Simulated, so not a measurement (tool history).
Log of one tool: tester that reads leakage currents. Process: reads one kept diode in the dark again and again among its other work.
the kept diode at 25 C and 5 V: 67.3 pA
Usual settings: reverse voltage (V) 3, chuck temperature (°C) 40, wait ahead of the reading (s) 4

run	hour	reverse voltage (V)	chuck temperature (°C)	wait ahead of the reading (s)	current that the tester gives (pA)
1	0	3	40	4	172.76
2	15.7	3	39	4	160.9
3	31.5	3	40	4	173.34
4	65.6	3	40	4	173.01
5	85	3	40	4	173.31
6	102	3	40	4	174.01
7	130.3	3	40	4	173.47
8	156.1	3	40	4	173.23
9	182.2	3	40	4	172.8
10	207	3	40	1.14	173.93
11	226.4	3	40	6.1	172.28
12	250.6	3	40	5.06	173.21
13	288.6	3	40	4	172.87
14	305.1	3	40	4	174
15	328	3	40	4.53	173.14
16	346.7	3	40	4.53	173.79
17	375.6	3	40	3.81	173.28
18	412.9	3	40	3.81	173.85
19	438.8	3	40	3.81	173.42
20	460.3	18.76	40	3.81	502.25
21	497	4	20	2.81	38.34
22	534.4	4	20	2.81	38.46
23	553.5	4	26	9.71	64.55
24	586.9	3.38	29	7.4	76.04
25	619.6	3.38	47	2.02	317.63
26	649.7	3.38	32	7.55	96.76
27	684.7	3.38	32	7.55	97
28	702.1	3.38	32	7.55	97.13
29	721.6	3.38	32	7.55	97.09
30	737.9	5.55	32	3.93	130.03
31	754	3	40	0.5	174.77
32	775.9	3.74	39	0.54	183.86
33	812.4	9.62	31	3.33	164.48
34	838.2	9.24	34	1.16	205.9
35	857.4	1.22	54	2.47	295.45
36	878.1	3	32	4	90.54
37	910.8	3	32	4	90.71
38	935.5	13.33	40	4	410.81

Hidden state or all else? Some run-to-run changes of current that the tester gives (pA), split into what the settings, what came in and random variation would give without the hidden state, and what is left for the hidden state (with any gauge scatter that isn't in both results):
The hidden state here: stray current of the dirty probe card, pA a volt; current scale over the true one, %; true chuck temperature over the reading, C; drift of the gauge itself on leakage_pa, %.
Run 19 -> 20: reverse voltage (V) 3 -> 18.76. current that the tester gives (pA) +328.83: hidden state -0.42, all else +329.25.
Run 20 -> 21: reverse voltage (V) 18.76 -> 4, chuck temperature (°C) 40 -> 20, wait ahead of the reading (s) 3.81 -> 2.81. current that the tester gives (pA) -463.91: hidden state +0.62, all else -464.53.
Run 37 -> 38: reverse voltage (V) 3 -> 13.33, chuck temperature (°C) 32 -> 40. current that the tester gives (pA) +320.1: hidden state -0.56, all else +320.66.

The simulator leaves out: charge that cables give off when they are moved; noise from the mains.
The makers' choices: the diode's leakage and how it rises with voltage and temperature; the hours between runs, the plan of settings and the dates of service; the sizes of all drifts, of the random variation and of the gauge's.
